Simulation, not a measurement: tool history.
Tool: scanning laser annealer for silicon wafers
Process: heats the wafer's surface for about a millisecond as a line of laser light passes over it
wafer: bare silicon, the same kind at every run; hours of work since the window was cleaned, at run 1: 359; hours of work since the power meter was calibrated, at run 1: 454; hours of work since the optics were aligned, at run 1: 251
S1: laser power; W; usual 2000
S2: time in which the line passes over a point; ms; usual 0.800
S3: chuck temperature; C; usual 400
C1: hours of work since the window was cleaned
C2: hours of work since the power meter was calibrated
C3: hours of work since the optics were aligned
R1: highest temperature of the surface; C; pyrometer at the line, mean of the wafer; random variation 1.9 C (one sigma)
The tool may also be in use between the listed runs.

run 1 hour=0.0 | S1=2000 S2=0.800 S3=400 | C1=359 C2=454 C3=251 | R1=1187
run 2 hour=22.2 | S1=2000 S2=0.800 S3=400 | C1=375 C2=470 C3=268 | R1=1188
run 3 hour=44.0 | S1=2000 S2=0.800 S3=400 | C1=392 C2=486 C3=284 | R1=1187
run 4 hour=57.4 | S1=2000 S2=0.675 S3=400 | C1=401 C2=496 C3=293 | R1=1132
run 5 hour=68.8 | S1=1824 S2=0.800 S3=400 | C1=410 C2=505 C3=302 | R1=1109
run 6 hour=90.7 | S1=2000 S2=0.991 S3=400 | C1=426 C2=521 C3=318 | R1=1261
run 7 hour=112.5 | S1=2000 S2=0.800 S3=400 | C1=442 C2=537 C3=334 | R1=1186
run 8 hour=127.1 | S1=2000 S2=0.800 S3=400 | C1=453 C2=547 C3=345 | R1=1186
run 9 hour=145.6 | S1=1757 S2=0.800 S3=400 | C1=466 C2=561 C3=358 | R1=1076
run 10 hour=165.2 | S1=2000 S2=0.800 S3=400 | C1=481 C2=575 C3=373 | R1=1187
run 11 hour=174.7 | S1=2200 S2=0.800 S3=400 | C1=488 C2=582 C3=380 | R1=1281
run 12 hour=190.0 | S1=2000 S2=0.800 S3=400 | C1=499 C2=594 C3=391 | R1=1187
run 13 hour=198.9 | S1=2000 S2=0.800 S3=400 | C1=506 C2=600 C3=398 | R1=1190
run 14 hour=215.1 | S1=2000 S2=0.800 S3=400 | C1=517 C2=612 C3=409 | R1=1189
run 15 hour=229.2 | S1=2000 S2=0.800 S3=400 | C1=528 C2=623 C3=420 | R1=1190
run 16 hour=242.1 | S1=2000 S2=0.800 S3=400 | C1=537 C2=632 C3=429 | R1=1187
run 17 hour=263.3 | S1=2000 S2=0.800 S3=400 | C1=553 C2=648 C3=445 | R1=1183
run 18 hour=281.0 | S1=2000 S2=0.800 S3=400 | C1=566 C2=661 C3=458 | R1=1188
run 19 hour=298.7 | S1=2000 S2=0.800 S3=400 | C1=579 C2=674 C3=471 | R1=1188
run 20 hour=311.4 | S1=2000 S2=0.800 S3=400 | C1=588 C2=683 C3=480 | R1=1187
run 21 hour=320.9 | S1=2124 S2=0.800 S3=400 | C1=595 C2=690 C3=487 | R1=1241
run 22 hour=342.0 | S1=2124 S2=0.800 S3=400 | C1=611 C2=706 C3=503 | R1=1243
run 23 hour=360.3 | S1=1703 S2=0.800 S3=440 | C1=624 C2=719 C3=516 | R1=1093
run 24 hour=369.3 | S1=1888 S2=0.608 S3=409 | C1=631 C2=726 C3=523 | R1=1063
run 25 hour=385.2 | S1=1888 S2=0.608 S3=409 | C1=643 C2=737 C3=535 | R1=1066
run 26 hour=400.3 | S1=1762 S2=0.654 S3=385 | C1=654 C2=748 C3=546 | R1=1009
run 27 hour=409.6 | S1=2083 S2=0.852 S3=384 | C1=661 C2=755 C3=553 | R1=1231
run 28 hour=426.8 | S1=1791 S2=0.759 S3=435 | C1=673 C2=768 C3=565 | R1=1111
run 29 hour=436.2 | S1=1791 S2=0.759 S3=435 | C1=680 C2=775 C3=572 | R1=1111
-- hour=447.3 window over the wafer cleaned
run 30 hour=450.9 | S1=1791 S2=0.759 S3=435 | C1=3 C2=784 C3=581 | R1=1113
run 31 hour=468.4 | S1=1907 S2=0.628 S3=373 | C1=16 C2=797 C3=594 | R1=1044
run 32 hour=478.7 | S1=1907 S2=0.628 S3=373 | C1=23 C2=805 C3=602 | R1=1041
run 33 hour=496.8 | S1=1890 S2=0.692 S3=379 | C1=36 C2=818 C3=615 | R1=1071
run 34 hour=515.9 | S1=1890 S2=0.692 S3=379 | C1=51 C2=832 C3=629 | R1=1069
run 35 hour=536.6 | S1=1890 S2=0.692 S3=379 | C1=66 C2=847 C3=645 | R1=1073
run 36 hour=558.2 | S1=2024 S2=0.606 S3=391 | C1=82 C2=863 C3=660 | R1=1102
run 37 hour=570.9 | S1=2024 S2=0.606 S3=391 | C1=91 C2=872 C3=670 | R1=1099
run 38 hour=584.7 | S1=2024 S2=0.606 S3=391 | C1=101 C2=883 C3=680 | R1=1101
run 39 hour=601.5 | S1=2024 S2=0.606 S3=387 | C1=113 C2=895 C3=692 | R1=1095
run 40 hour=615.7 | S1=1931 S2=0.661 S3=404 | C1=124 C2=905 C3=703 | R1=1102
run 41 hour=635.8 | S1=2000 S2=0.843 S3=386 | C1=139 C2=920 C3=718 | R1=1187
run 42 hour=652.0 | S1=1845 S2=0.634 S3=409 | C1=151 C2=932 C3=729 | R1=1058

Forecast each of these 3 alternatives for the next run:
run A hour=664.7 | S1=1911 S2=0.800 S3=400 | C1=160 C2=941 C3=739 | R1=?
run B hour=664.7 | S1=1733 S2=0.670 S3=416 | C1=160 C2=941 C3=739 | R1=?
run C hour=664.7 | S1=1838 S2=0.696 S3=400 | C1=160 C2=941 C3=739 | R1=?

run=A R1=1145
run=B R1=1034
run=C R1=1071
Without the tool's hidden state the same runs would have given:
run=A R1=1146
run=B R1=1035
run=C R1=1072

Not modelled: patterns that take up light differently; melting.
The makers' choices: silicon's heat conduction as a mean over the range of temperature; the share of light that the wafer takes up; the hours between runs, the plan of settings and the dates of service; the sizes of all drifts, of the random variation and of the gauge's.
